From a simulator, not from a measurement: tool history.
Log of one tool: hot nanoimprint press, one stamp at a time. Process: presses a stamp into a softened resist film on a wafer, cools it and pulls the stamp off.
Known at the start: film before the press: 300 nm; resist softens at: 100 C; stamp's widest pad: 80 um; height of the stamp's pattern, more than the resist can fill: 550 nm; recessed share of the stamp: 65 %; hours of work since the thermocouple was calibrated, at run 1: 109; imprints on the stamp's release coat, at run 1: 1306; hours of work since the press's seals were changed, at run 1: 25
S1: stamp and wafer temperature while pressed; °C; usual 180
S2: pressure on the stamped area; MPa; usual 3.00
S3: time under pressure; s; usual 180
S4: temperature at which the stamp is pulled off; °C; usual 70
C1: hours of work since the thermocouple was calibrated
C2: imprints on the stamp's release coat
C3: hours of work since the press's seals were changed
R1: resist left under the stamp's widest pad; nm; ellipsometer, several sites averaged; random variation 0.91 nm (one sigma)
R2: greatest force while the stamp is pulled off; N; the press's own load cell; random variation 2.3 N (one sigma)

| run | hour | S1 | S2 | S3 | S4 | C1 | C2 | C3 | R1 | R2 |
|---|---|---|---|---|---|---|---|---|---|---|
| 1 | 0.0 | 180 | 3.00 | 180 | 70 | 109 | 1306 | 25 | 127.8 | 132 |
| 2 | 18.8 | 180 | 3.00 | 180 | 70 | 121 | 1386 | 38 | 127.3 | 124 |
| 3 | 34.1 | 180 | 3.00 | 180 | 70 | 131 | 1452 | 48 | 127.4 | 129 |
| 4 | 53.2 | 180 | 3.00 | 180 | 70 | 144 | 1533 | 60 | 126.4 | 129 |
| 5 | 70.2 | 180 | 3.00 | 180 | 70 | 155 | 1606 | 71 | 127.1 | 127 |
| 6 | 88.3 | 180 | 3.00 | 180 | 70 | 166 | 1683 | 83 | 127.4 | 133 |
| 7 | 109.8 | 180 | 3.00 | 180 | 70 | 180 | 1775 | 97 | 128.5 | 132 |
| 8 | 131.5 | 180 | 3.00 | 180 | 70 | 195 | 1868 | 111 | 127.9 | 137 |
| 9 | 145.0 | 174 | 3.16 | 180 | 70 | 203 | 1926 | 120 | 145.5 | 134 |
| 10 | 156.6 | 188 | 2.38 | 267 | 70 | 211 | 1975 | 127 | 104.3 | 133 |
| 11 | 173.1 | 180 | 3.59 | 180 | 70 | 222 | 2046 | 138 | 117.2 | 137 |

The next listed run, before its measurement:
| 12 | 192.6 | 178 | 3.00 | 123 | 70 | 234 | 2129 | 151 | ? | ? |

R1: 153.6 nm
R2: 140 N
Without the tool's hidden state the same run would have given R1 150.7 nm, R2 108 N.
